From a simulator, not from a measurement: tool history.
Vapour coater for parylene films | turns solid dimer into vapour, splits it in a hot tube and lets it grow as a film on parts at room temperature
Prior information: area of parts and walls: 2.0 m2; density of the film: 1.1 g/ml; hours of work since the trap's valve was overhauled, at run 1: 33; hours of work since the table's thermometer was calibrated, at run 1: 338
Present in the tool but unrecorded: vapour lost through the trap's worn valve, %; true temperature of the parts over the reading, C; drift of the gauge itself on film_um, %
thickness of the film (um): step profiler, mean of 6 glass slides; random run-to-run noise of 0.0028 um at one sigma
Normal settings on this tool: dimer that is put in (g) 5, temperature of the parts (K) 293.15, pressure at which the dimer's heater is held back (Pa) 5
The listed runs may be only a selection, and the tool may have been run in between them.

run   hour  dimer that is put in (g)  temperature of the parts (K)  pressure at which the dimer's heater is held back (Pa)  hours of work since the trap's valve was overhauled  hours of work since the table's thermometer was calibrated  thickness of the film (um)
  1      0                         5                        293.15                                                       5                                                   33                                                         338                        1.17
  2   21.7                         5                        293.15                                                       5                                                   42                                                         347                       1.167
  3     45                         5                        293.15                                                       5                                                   52                                                         357                       1.173
  4     66                         5                        293.15                                                       5                                                   61                                                         366                       1.174
  5   83.5                         5                        293.15                                                       5                                                   68                                                         374                       1.165
  6  104.5                         5                        303.15                                                       5                                                   77                                                         383                       0.785
     106.8  -- table's thermometer calibrated
  7  132.6                         5                        303.15                                                       5                                                   89                                                          11                       0.789
  8  163.1                         3                        289.15                                                    6.49                                                  102                                                          24                       0.759
  9    185                         3                        289.15                                                    2.09                                                  112                                                          34                       1.013
     196.2  -- table's thermometer calibrated, once more
 10  202.4                         6                        301.15                                                    2.63                                                  119                                                           3                       1.194

Forecast each of these 5 alternatives for the next run:
  A   219                         5                        293.15                                                   11.21                                                  126                                                          10                           ?
  B   219                         6                        301.15                                                    7.29                                                  126                                                          10                           ?
  C   219                         8                        293.15                                                       5                                                  126                                                          10                           ?
  D   219                         5                        293.15                                                    3.68                                                  126                                                          10                           ?
  E   219                         6                        301.15                                                    5.82                                                  126                                                          10                           ?

run  thickness of the film (um)
  A                       0.949
  B                       0.924
  C                       1.853
  D                       1.245
  E                       0.979
Without the tool's unlogged condition, the same runs would have read:
run  thickness of the film (um)
  A                        0.97
  B                       0.945
  C                       1.895
  D                       1.273
  E                       1.001

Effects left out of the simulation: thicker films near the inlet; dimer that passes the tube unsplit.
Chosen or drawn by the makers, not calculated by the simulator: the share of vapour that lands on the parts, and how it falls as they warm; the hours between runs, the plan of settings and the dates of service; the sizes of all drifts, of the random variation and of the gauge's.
